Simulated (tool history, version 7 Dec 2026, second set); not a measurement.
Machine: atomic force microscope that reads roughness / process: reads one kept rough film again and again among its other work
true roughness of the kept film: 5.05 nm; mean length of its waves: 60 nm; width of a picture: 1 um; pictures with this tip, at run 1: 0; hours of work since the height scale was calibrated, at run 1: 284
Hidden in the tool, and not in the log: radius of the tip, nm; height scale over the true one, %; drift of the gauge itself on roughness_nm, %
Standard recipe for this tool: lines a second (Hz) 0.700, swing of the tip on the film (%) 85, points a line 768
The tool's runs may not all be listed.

| run | day | lines a second (Hz) | swing of the tip on the film (%) | points a line | pictures with this tip | hours of work since the height scale was calibrated | roughness of the kept film (nm (root mean square)) |
|---|---|---|---|---|---|---|---|
| 1 | 0.000 | 0.700 | 85 | 768 | 0 | 284 | 4.449 |
| 2 | 0.554 | 0.700 | 85 | 768 | 14 | 290 | 4.432 |
| 3 | 1.342 | 0.700 | 58 | 768 | 34 | 299 | 4.678 |
| 4 | 1.767 | 0.700 | 80 | 768 | 44 | 303 | 4.423 |
| 5 | 2.346 | 0.700 | 80 | 768 | 59 | 309 | 4.375 |
| 6 | 2.883 | 0.700 | 56 | 768 | 72 | 315 | 4.574 |
| 7 | 3.579 | 0.700 | 85 | 768 | 89 | 323 | 4.245 |
| 8 | 4.038 | 1.883 | 85 | 768 | 101 | 328 | 3.676 |
|  | 4.338 | new tip fitted |
| 9 | 4.979 | 1.883 | 85 | 768 | 16 | 338 | 3.860 |
| 10 | 5.654 | 2.524 | 60 | 285 | 33 | 345 | 4.400 |
| 11 | 6.508 | 3.921 | 84 | 540 | 54 | 354 | 3.096 |
| 12 | 6.921 | 0.700 | 84 | 455 | 64 | 359 | 4.329 |
| 13 | 7.354 | 0.700 | 84 | 455 | 75 | 363 | 4.271 |
| 14 | 7.804 | 0.700 | 84 | 455 | 86 | 368 | 4.228 |
| 15 | 8.342 | 3.523 | 63 | 476 | 100 | 374 | 4.011 |
|  | 8.700 | new tip fitted |
| 16 | 9.096 | 0.700 | 85 | 455 | 10 | 382 | 4.429 |
| 17 | 9.854 | 0.700 | 64 | 901 | 29 | 390 | 4.689 |
| 18 | 10.767 | 0.700 | 64 | 901 | 51 | 400 | 4.587 |

Selected run-to-run steps in roughness of the kept film (nm (root mean square)), each split into two signed amounts: the part the tool would show with no hidden state at all (from settings, incoming material and random variation), and the remainder, which goes to the hidden state together with any gauge scatter not common to the measured and the hidden-state-free results:
Run 10 -> 11: lines a second (Hz) 2.524 -> 3.921, swing of the tip on the film (%) 60 -> 84, points a line 285 -> 540. roughness of the kept film (nm (root mean square)) -1.304: hidden state -0.009, all else -1.295.
Run 15 -> 16: lines a second (Hz) 3.523 -> 0.700, swing of the tip on the film (%) 63 -> 85, points a line 476 -> 455, new tip fitted. roughness of the kept film (nm (root mean square)) +0.418: hidden state +0.229, all else +0.189.

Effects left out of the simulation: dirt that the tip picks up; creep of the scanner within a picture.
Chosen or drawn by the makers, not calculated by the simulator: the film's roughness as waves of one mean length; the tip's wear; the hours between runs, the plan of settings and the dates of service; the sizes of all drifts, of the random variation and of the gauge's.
